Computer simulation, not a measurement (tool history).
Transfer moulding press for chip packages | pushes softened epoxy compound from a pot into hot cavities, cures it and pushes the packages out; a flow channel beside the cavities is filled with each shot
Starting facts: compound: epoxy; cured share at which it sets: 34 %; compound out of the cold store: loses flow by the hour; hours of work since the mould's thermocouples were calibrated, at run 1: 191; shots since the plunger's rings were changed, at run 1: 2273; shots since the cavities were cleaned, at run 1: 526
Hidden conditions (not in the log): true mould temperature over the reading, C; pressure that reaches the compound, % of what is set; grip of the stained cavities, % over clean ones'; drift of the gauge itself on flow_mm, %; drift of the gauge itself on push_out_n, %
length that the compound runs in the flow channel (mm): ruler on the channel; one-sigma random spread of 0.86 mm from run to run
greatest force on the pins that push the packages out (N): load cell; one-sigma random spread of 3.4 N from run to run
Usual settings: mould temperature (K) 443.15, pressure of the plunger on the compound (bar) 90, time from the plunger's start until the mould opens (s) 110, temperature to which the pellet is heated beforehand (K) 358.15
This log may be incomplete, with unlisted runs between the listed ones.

run	hour	mould temperature (K)	pressure of the plunger on the compound (bar)	time from the plunger's start until the mould opens (s)	temperature to which the pellet is heated beforehand (K)	hours of work since the mould's thermocouples were calibrated	shots since the plunger's rings were changed	shots since the cavities were cleaned	incoming compound's hours out of the cold store	length that the compound runs in the flow channel (mm)	greatest force on the pins that push the packages out (N)
1	0	443.15	90	110	358.15	191	2273	526	44.5	530.9	223
2	4.2	443.15	90	110	358.15	194	2324	577	43.8	531.9	207
3	12.8	443.15	90	110	358.15	200	2427	680	37.7	545.4	218
4	19.3	443.15	90	110	358.15	205	2506	759	16.6	597.1	221
5	25.8	443.15	90	110	358.15	209	2584	837	26.5	573.1	230
6	35	443.15	90	110	358.15	216	2694	947	41.5	535.4	233
7	39.9	443.15	90	92	358.15	220	2754	1007	28.6	565.1	268
# hour 43.3: cavities cleaned with cleaning compound and waxed
# hour 48.2: plunger's sealing rings changed
8	52.7	443.15	90	100	358.15	226	54	83	20.9	603.2	193
9	61	443.15	79.5	100	358.15	232	154	183	14.4	583.2	204
10	67.6	443.15	79.5	100	358.15	237	234	263	43.4	513.8	203
11	73	443.15	79.5	100	358.15	241	299	328	28.3	548	217
12	82.1	443.15	79.5	100	358.15	247	408	437	44	512.1	216
13	91.5	443.15	79.5	100	358.15	254	522	551	8.3	598.7	240
14	100.1	443.15	79.5	100	358.15	260	625	654	42.2	514.9	242
15	105.5	443.15	75.4	100	355.15	264	689	718	27.9	532.2	248
16	113.7	442.15	90	110	348.15	270	789	818	32.7	574.2	236
# hour 116.4: mould's thermocouples calibrated
17	122.5	445.15	75.7	110	358.15	4	871	900	28.7	526.7	226
18	128	445.15	75.7	110	358.15	8	937	966	33.4	515.3	229
# hour 134.4: cavities cleaned with cleaning compound and waxed
19	134.7	445.15	107.1	141	365.15	12	1000	4	38.9	597	155
20	142	442.15	101.9	141	359.15	17	1088	92	44.6	578.2	170
21	148.9	442.15	101.9	125	352.15	22	1171	175	41.8	586.6	185
22	156.1	445.15	69	110	358.15	28	1257	261	32.4	491.8	195
# hour 165.3: mould's thermocouples calibrated, once more
23	167.5	443.15	69.3	110	358.15	2	1371	375	32.4	495.1	206
24	176	441.15	107.3	146	360.15	8	1473	477	19.1	660.2	205
25	185.2	441.15	107.3	146	360.15	14	1583	587	12.5	678.8	209
26	191.9	450.15	95.8	98	358.15	19	1664	668	21.9	585.5	211
27	198.8	447.15	80.1	110	358.15	24	1747	751	9.9	570.6	214
28	207.5	447.15	80.1	110	364.15	31	1852	856	17.5	553.6	228

For each entry between runs, how does the tool's hidden state at the last listed run before it compare with that at the first listed run after it?
Runs 7 to 8: cavities cleaned with cleaning compound and waxed (hour 43.3); plunger's sealing rings changed (hour 48.2)
  true mould temperature over the reading, C: -0.59 -> -0.61; pressure that reaches the compound, % of what is set: 93.67 -> 99.84; grip of the stained cavities, % over clean ones': 44.3 -> 8.7
  measured less the result without the state, length that the compound runs in the flow channel (mm): -16.7 -> +1.8; greatest force on the pins that push the packages out (N): +87 -> +19
Runs 16 to 17: mould's thermocouples calibrated (hour 116.4)
  true mould temperature over the reading, C: -0.71 -> -0.98; pressure that reaches the compound, % of what is set: 98.2 -> 98.02; grip of the stained cavities, % over clean ones': 40.9 -> 42.8
  measured less the result without the state, length that the compound runs in the flow channel (mm): -2.7 -> -2.4; greatest force on the pins that push the packages out (N): +72 -> +69
Runs 18 to 19: cavities cleaned with cleaning compound and waxed (hour 134.4)
  pressure that reaches the compound, % of what is set: 97.88 -> 97.74; grip of the stained cavities, % over clean ones': 44.2 -> 3.8
  measured less the result without the state, length that the compound runs in the flow channel (mm): -2.7 -> -3.5; greatest force on the pins that push the packages out (N): +72 -> +6
Runs 22 to 23: mould's thermocouples calibrated, once more (hour 165.3)
  true mould temperature over the reading, C: -1.03 -> -0.1; pressure that reaches the compound, % of what is set: 97.19 -> 96.93; grip of the stained cavities, % over clean ones': 20.3 -> 26.3
  measured less the result without the state, length that the compound runs in the flow channel (mm): -4.1 -> -7.5; greatest force on the pins that push the packages out (N): +34 -> +43
